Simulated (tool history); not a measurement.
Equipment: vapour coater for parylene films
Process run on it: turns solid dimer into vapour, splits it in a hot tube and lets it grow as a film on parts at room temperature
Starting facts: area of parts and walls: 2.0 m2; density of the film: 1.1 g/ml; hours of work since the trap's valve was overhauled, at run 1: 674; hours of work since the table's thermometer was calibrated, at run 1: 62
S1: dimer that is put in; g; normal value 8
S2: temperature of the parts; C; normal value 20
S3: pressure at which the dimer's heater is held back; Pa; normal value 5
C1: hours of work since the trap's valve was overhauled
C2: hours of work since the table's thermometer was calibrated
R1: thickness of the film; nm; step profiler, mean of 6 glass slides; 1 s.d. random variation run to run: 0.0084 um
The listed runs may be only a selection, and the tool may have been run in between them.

run,hour,S1,S2,S3,C1,C2,R1
1,0,8,20,5,674,62,1745
2,19.2,8,20,5,688,76,1744
# hour 24.1: trap's valve overhauled
3,38.1,8,20,5,10,87,1825
4,58.3,8,20,5,26,102,1832
5,75.7,8,20,5,39,115,1842
6,90.5,8,20,5,50,127,1836
7,98.9,8,23,5,56,133,1604
8,109.3,8,13,5,64,141,2511
9,126.5,8,20,5,77,154,1827
10,146.1,8,20,5,91,168,1832
11,161.4,8,20,5,103,180,1827
12,170.1,8,20,5,109,186,1825
13,189,8,16,5,124,200,2174
14,204.1,8,16,5,135,212,2170
15,217.5,8,16,5,145,222,2165
16,227.5,8,16,5,152,229,2164
17,242.5,8,16,5,164,240,2167
18,251.9,8,16,5,171,247,2164
19,270.1,8,16,5,184,261,2150
20,280,8,16,5,192,269,2147
21,299.6,8,17,5,206,283,2061
22,308,8,17,5,213,289,2035
23,327.8,8,20,5,228,304,1791
24,347.9,8,20,6.48,243,319,1759
25,359.4,8,20,6.48,251,328,1748
26,374.5,5,20,3.52,263,339,1164
27,383.8,8,20,5,270,346,1784
28,394.5,8,27,4.3,278,354,1305
29,413.9,4,13,7.26,292,369,1166
30,426.9,5,16,2.38,302,379,1433
31,437.6,5,16,2.38,310,387,1426
32,446.6,7,27,6.92,317,393,1100
33,457.1,4,32,11.75,324,401,468
34,473.6,11,20,5,337,414,2432
35,492.1,6,14,2.69,351,428,1839
36,508.5,11,15,3.99,363,440,3101
37,527.6,6,20,5,377,454,1317
38,536.3,14,27,7.04,384,461,2167
39,551.6,7,19,5,395,472,1616
40,562.5,5,19,4.62,403,480,1157
41,580.7,3,19,4.62,417,494,685
42,600.9,8,13,11.33,432,509,2218
43,617.6,8,30,3.5,445,522,1140
44,628,8,30,3.5,453,529,1143

Run 45, settings as shown, results not yet in. Your forecast:
45,642.7,11,20,5,464,540,?

R1: 2384 nm
Were there no unlogged condition in the tool, this run, its random variation unchanged, would have produced R1 2542 nm.
